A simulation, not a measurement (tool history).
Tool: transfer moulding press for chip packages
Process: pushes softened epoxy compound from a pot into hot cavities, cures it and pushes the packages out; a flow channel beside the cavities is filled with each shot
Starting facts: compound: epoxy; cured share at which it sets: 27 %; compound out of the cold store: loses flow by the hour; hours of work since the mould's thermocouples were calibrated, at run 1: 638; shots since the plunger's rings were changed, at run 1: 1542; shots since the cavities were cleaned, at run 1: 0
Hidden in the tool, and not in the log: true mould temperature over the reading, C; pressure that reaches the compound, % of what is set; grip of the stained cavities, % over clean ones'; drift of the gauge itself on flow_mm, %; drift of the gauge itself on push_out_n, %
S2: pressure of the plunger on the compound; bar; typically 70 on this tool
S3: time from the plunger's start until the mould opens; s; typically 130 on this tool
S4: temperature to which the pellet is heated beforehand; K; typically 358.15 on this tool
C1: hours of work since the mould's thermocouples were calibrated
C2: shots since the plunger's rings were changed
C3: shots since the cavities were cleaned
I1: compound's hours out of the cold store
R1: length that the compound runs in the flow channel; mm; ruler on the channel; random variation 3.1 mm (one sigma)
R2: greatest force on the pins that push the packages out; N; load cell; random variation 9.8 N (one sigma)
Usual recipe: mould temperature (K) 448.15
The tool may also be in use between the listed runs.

{"run": 1, "day": 0.0, "mould temperature (K)": 448.15, "S2": 70, "S3": 130, "S4": 358.15, "C1": 638, "C2": 1542, "C3": 0, "I1": 29.9, "R1": 526, "R2": 475}
{"run": 2, "day": 0.829, "mould temperature (K)": 448.15, "S2": 70, "S3": 130, "S4": 358.15, "C1": 652, "C2": 1745, "C3": 203, "I1": 41.9, "R1": 490, "R2": 633}
{"run": 3, "day": 1.538, "mould temperature (K)": 448.15, "S2": 70, "S3": 130, "S4": 358.15, "C1": 664, "C2": 1918, "C3": 376, "I1": 11.8, "R1": 584, "R2": 742}
{"run": 4, "day": 2.308, "mould temperature (K)": 448.15, "S2": 70, "S3": 130, "S4": 358.15, "C1": 676, "C2": 2107, "C3": 565, "I1": 20.5, "R1": 551, "R2": 818}
{"run": 5, "day": 2.754, "mould temperature (K)": 448.15, "S2": 70, "S3": 130, "S4": 358.15, "C1": 684, "C2": 2216, "C3": 674, "I1": 47.9, "R1": 476, "R2": 829}
{"day": 3.438, "done": "cavities cleaned with cleaning compound and waxed"}
{"run": 6, "day": 3.692, "mould temperature (K)": 448.15, "S2": 70, "S3": 130, "S4": 358.15, "C1": 698, "C2": 2431, "C3": 63, "I1": 46.2, "R1": 477, "R2": 507}
{"run": 7, "day": 4.567, "mould temperature (K)": 448.15, "S2": 70, "S3": 130, "S4": 358.15, "C1": 713, "C2": 2645, "C3": 277, "I1": 23.3, "R1": 540, "R2": 660}
{"run": 8, "day": 5.2, "mould temperature (K)": 448.15, "S2": 70, "S3": 130, "S4": 358.15, "C1": 723, "C2": 2800, "C3": 432, "I1": 33.3, "R1": 512, "R2": 732}
{"run": 9, "day": 6.238, "mould temperature (K)": 448.15, "S2": 70, "S3": 130, "S4": 358.15, "C1": 740, "C2": 3054, "C3": 686, "I1": 26.8, "R1": 529, "R2": 836}
{"day": 6.9, "done": "cavities cleaned with cleaning compound and waxed"}
{"run": 10, "day": 7.146, "mould temperature (K)": 448.15, "S2": 70, "S3": 130, "S4": 358.15, "C1": 754, "C2": 3261, "C3": 59, "I1": 44.5, "R1": 488, "R2": 526}
{"run": 11, "day": 7.696, "mould temperature (K)": 448.15, "S2": 70, "S3": 130, "S4": 358.15, "C1": 764, "C2": 3397, "C3": 195, "I1": 8.8, "R1": 585, "R2": 645}
{"run": 12, "day": 8.254, "mould temperature (K)": 448.15, "S2": 70, "S3": 130, "S4": 358.15, "C1": 773, "C2": 3533, "C3": 331, "I1": 42.9, "R1": 485, "R2": 681}
{"run": 13, "day": 9.333, "mould temperature (K)": 448.15, "S2": 70, "S3": 130, "S4": 358.15, "C1": 791, "C2": 3798, "C3": 596, "I1": 18.6, "R1": 553, "R2": 845}
{"day": 10.35, "done": "cavities cleaned with cleaning compound and waxed"}
{"run": 14, "day": 10.358, "mould temperature (K)": 448.15, "S2": 70, "S3": 130, "S4": 358.15, "C1": 807, "C2": 4034, "C3": 2, "I1": 41.1, "R1": 488, "R2": 472}

What does the tool deliver on the next run?
{"run": 15, "day": 11.267, "mould temperature (K)": 448.15, "S2": 70, "S3": 130, "S4": 358.15, "C1": 822, "C2": 4256, "C3": 224, "I1": 12.6, "R1": "?", "R2": "?"}

R1: 564 mm
R2: 651 N
The same run, on a tool lacking any hidden state, would have yielded R1 575 mm, R2 448 N.
